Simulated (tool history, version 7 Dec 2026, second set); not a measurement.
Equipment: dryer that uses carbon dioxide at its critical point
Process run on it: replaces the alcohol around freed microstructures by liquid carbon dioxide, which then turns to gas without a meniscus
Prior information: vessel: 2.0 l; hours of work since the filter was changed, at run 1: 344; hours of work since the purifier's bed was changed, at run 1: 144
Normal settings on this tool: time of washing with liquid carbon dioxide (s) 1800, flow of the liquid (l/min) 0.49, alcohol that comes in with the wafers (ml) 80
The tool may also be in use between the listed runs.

run,hour,time of washing with liquid carbon dioxide (s),flow of the liquid (l/min),alcohol that comes in with the wafers (ml),hours of work since the filter was changed,hours of work since the purifier's bed was changed,alcohol left in the vessel before it's heated (ppm by volume)
1,0,1800,0.49,80,344,144,340
2,26,2820,0.49,80,356,155,45
3,59.3,2700,0.49,80,370,170,61
4,82.5,2700,0.49,80,381,180,60
5,101.2,2700,0.49,25,389,188,34
6,127.4,1800,0.49,80,400,199,408
7,146.3,1800,0.49,80,408,208,418
8,172.7,1800,0.528,52,420,219,198
# hour 181.4: inlet filter changed
9,187.6,1500,0.301,56,3,225,1786
10,219.6,2880,0.423,52,17,239,45
11,235,2880,0.305,82,23,246,232

Predict each of these 4 candidate next runs independently; none follows another, all start after run 11:
A,259.4,2880,0.53,82,34,257,?
B,259.4,2220,0.75,42,34,257,?
C,259.4,1800,0.526,38,34,257,?
D,259.4,1920,0.65,21,34,257,?

run,alcohol left in the vessel before it's heated (ppm by volume)
A,49
B,32
C,98
D,46
Take away the tool's hidden state, keep each run's random variation, and the runs would have read:
run,alcohol left in the vessel before it's heated (ppm by volume)
A,15
B,0
C,60
D,13
